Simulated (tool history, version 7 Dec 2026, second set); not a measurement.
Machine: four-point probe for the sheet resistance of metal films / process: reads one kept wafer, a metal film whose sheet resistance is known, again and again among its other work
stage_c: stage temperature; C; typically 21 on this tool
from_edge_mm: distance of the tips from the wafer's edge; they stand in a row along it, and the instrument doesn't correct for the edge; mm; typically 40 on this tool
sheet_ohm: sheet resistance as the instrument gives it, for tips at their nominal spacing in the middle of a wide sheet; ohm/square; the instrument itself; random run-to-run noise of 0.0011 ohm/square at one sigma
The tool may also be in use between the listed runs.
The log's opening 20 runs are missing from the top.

run,hour,stage_c,from_edge_mm,sheet_ohm
21,1293.8,18,17,5.541708
22,1365.6,24,9,5.516604
23,1445.9,18,5,5.571581
24,1524.3,18,5,5.569922
25,1605.9,35,4,5.497280
26,1678.7,33,7,5.475868
27,1747.2,35,5,5.481368
28,1817.3,35,5,5.480350
29,1877.7,32,14,5.468544
30,1917.0,32,14,5.471655
31,1970.3,32,3,5.547904
32,2042.6,32,3,5.545772
33,2079.6,21,27,5.522733
34,2121.2,21,30,5.523454
35,2162.7,32,11,5.472094
36,2236.1,23,8,5.524087
37,2308.2,23,8,5.524741
38,2344.5,28,5,5.515197
# hour 2406.1: stage's thermometer calibrated
39,2431.4,24,5,5.536835
40,2500.4,24,5,5.535815

Alternative continuations, all from the tool just after run 40; predict every row:
A,2547.2,30,40,?
B,2547.2,31,5,?
C,2547.2,21,3,?

run,sheet_ohm
A,5.477004
B,5.501859
C,5.605795
What these runs would have given with no unlogged condition in the tool:
run,sheet_ohm
A,5.477749
B,5.502607
C,5.606557

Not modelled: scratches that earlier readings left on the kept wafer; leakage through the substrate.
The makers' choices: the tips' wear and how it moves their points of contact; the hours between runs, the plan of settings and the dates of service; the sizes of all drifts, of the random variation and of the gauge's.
